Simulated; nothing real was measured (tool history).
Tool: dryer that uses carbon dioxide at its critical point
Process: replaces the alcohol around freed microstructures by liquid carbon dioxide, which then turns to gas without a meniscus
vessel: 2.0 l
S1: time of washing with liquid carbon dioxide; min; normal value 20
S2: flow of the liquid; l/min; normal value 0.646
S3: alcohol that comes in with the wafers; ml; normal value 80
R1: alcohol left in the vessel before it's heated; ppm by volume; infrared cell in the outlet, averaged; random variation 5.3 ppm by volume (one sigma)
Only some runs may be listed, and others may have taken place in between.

run   hour  S1     S2  S3   R1
  1    0.0  20  0.646  80  231
  2   14.1  20  0.646  23  114
  3   25.5  20  0.646  23  113
  4   43.5  20  0.646  23  109
  5   52.9  20  0.646  23  113
  6   61.0  20  0.646  23  118
  7   78.5  20  0.646  23  121
  8   95.2  20  0.646  23  123
  9  104.1  20  0.646  23  119

Forecast run 10:
 10  117.6  18  0.734  79   ?

R1: 248 ppm by volume
With the hidden condition absent and the run-to-run variation left alone, this run would have shown R1 102 ppm by volume.
